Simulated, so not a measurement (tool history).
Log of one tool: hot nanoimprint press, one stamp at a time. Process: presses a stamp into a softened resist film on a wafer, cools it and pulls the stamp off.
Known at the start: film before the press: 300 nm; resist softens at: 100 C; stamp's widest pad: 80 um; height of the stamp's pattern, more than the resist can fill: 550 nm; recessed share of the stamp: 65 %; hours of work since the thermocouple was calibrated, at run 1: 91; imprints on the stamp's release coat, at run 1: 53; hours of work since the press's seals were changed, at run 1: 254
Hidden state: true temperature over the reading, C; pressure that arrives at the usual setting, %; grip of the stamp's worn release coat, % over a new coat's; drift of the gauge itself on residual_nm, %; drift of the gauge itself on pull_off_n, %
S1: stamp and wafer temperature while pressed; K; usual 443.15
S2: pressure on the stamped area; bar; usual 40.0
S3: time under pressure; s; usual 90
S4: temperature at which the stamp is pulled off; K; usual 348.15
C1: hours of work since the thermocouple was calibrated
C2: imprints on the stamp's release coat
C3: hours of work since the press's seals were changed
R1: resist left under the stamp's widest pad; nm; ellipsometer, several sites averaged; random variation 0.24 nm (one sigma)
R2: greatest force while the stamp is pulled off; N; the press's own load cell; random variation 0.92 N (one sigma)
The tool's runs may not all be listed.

run,hour,S1,S2,S3,S4,C1,C2,C3,R1,R2
1,0.0,443.15,40.0,90,348.15,91,53,254,152.7,91.4
2,17.5,443.15,40.0,90,348.15,98,107,261,153.2,92.7
3,27.7,443.15,40.0,90,348.15,102,139,266,153.3,92.8
4,40.5,443.15,40.0,90,348.15,107,178,271,153.5,92.8
5,56.4,443.15,25.7,90,348.15,114,228,277,182.6,92.0
6,74.6,439.15,40.0,90,348.15,121,284,285,182.9,93.8
7,82.8,439.15,40.0,90,348.15,124,309,288,183.7,92.9
8,98.4,439.15,40.0,90,348.15,131,358,294,183.6,91.1
9,110.5,439.15,40.0,90,348.15,135,396,299,184.1,93.0
10,124.3,439.15,40.0,90,348.15,141,439,305,184.2,91.8
11,132.8,443.15,40.0,90,346.15,145,465,308,155.0,93.7
12,151.8,443.15,40.0,90,346.15,152,524,316,155.4,95.0
# hour 166.6: stamp cleaned and given a new release coat
13,166.9,443.15,40.0,90,346.15,156,1,320,155.1,93.9
14,184.7,443.15,40.0,90,346.15,163,56,327,156.0,93.2
# hour 192.9: gauge calibrated
15,193.0,443.15,40.0,90,346.15,167,82,330,152.6,96.9
16,201.2,443.15,34.0,90,337.15,170,107,333,163.5,98.8
17,218.1,443.15,34.0,90,337.15,177,160,340,163.5,98.1
18,237.6,443.15,34.0,90,337.15,185,220,348,164.1,99.0
19,252.4,443.15,46.3,90,350.15,191,266,354,144.5,91.0
20,264.8,443.15,40.0,50,348.15,196,305,359,186.4,92.7
21,275.0,443.15,40.0,88,337.15,200,337,363,155.2,100.0
22,294.4,443.15,40.0,88,337.15,208,397,371,155.6,99.5
23,309.4,446.15,56.0,73,352.15,214,443,377,125.8,90.0
24,327.4,446.15,56.0,49,349.15,221,499,385,146.9,92.7
25,339.3,446.15,56.0,49,349.15,226,536,389,146.6,92.0
# hour 350.7: stamp cleaned and given a new release coat
26,359.7,442.15,33.1,114,334.15,232,28,395,160.8,102.3
27,369.8,442.15,33.1,114,334.15,236,59,399,161.7,102.0
28,385.7,442.15,33.1,114,334.15,242,108,406,161.5,101.3
29,395.4,432.15,54.1,151,335.15,246,139,410,191.8,101.3

Some steps in R1 between neighbouring runs. How much of each would the tool show without its hidden state too (settings, what came in, random variation), and how much is left for the hidden state, with any gauge scatter that isn't in both results?
Run 14 -> 15: gauge calibrated. R1 -3.4 nm: hidden state -2.7, all else -0.7.
Run 19 -> 20: S2 46.3 -> 40.0, S3 90 -> 50, S4 350.15 -> 348.15. R1 +41.9 nm: hidden state +0.5, all else +41.4.
Run 20 -> 21: S3 50 -> 88, S4 348.15 -> 337.15. R1 -31.2 nm: hidden state +0.0, all else -31.2.
Run 28 -> 29: S1 442.15 -> 432.15, S2 33.1 -> 54.1, S3 114 -> 151, S4 334.15 -> 335.15. R1 +30.3 nm: hidden state +0.6, all else +29.7.
